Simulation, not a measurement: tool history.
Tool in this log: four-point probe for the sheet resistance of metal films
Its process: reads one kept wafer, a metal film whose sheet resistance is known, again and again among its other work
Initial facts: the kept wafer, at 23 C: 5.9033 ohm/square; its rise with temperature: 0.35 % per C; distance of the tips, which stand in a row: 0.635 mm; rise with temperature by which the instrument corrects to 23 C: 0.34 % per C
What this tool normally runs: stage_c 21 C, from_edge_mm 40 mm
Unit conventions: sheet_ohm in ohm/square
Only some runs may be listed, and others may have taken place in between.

run,day,stage_c,from_edge_mm,sheet_ohm
1,0,21,40,5.89867
2,2.775,21,40,5.900619
3,7.358,21,24,5.901579
4,12.379,21,24,5.902277
5,17.521,21,24,5.900562
# day 19.571: new probe head fitted
6,21.9,21,49,5.902875
7,24.396,21,18,5.903764
8,26.879,21,18,5.904945
9,30.921,23,40,5.905185
10,34.55,21,40,5.90153
# day 35.071: stage's thermometer calibrated
11,39.208,21,40,5.904086
12,41.421,29,40,5.910884
13,46.433,22,40,5.903319
14,50.625,22,40,5.903104
15,54.392,21,40,5.900888
16,59.05,21,40,5.901232
17,61.588,21,40,5.901022
18,65.896,21,40,5.902046
19,70.142,21,40,5.902831
20,72.462,21,40,5.900439
21,77.421,21,40,5.901765
22,82.3,22,61,5.903343
23,87.321,31,34,5.910856
24,91.883,19,40,5.899982
25,96.217,18,40,5.898148
26,100.225,33,4,5.991778
27,104.983,22,4,5.983119
28,107.196,22,4,5.981039
29,112.188,23,43,5.90488
30,116.508,23,43,5.903613
31,119.825,23,43,5.904252
32,124.475,23,43,5.905658
33,128.608,33,19,5.912968
34,131.433,24,73,5.903029
35,135.933,34,39,5.914261

Had the tool no unlogged condition, and each run kept its random variation, what would the results have been?
What the log doesn't record here: inner tips' distance over the nominal, %; tips' flats over new ones', %; wafer's true temperature over the reading, C; drift of the gauge itself on sheet_ohm, %.
run,sheet_ohm
1,5.90008
2,5.902045
3,5.903029
4,5.903758
5,5.902075
6,5.902637
7,5.903541
8,5.904736
9,5.905
10,5.901365
11,5.904118
12,5.910929
13,5.903394
14,5.903203
15,5.901009
16,5.90138
17,5.901186
18,5.902235
19,5.903045
20,5.900669
21,5.902024
22,5.90363
23,5.911177
24,5.900326
25,5.89852
26,5.992184
27,5.983553
28,5.981486
29,5.905356
30,5.904111
31,5.904772
32,5.906204
33,5.913541
34,5.903615
35,5.914875
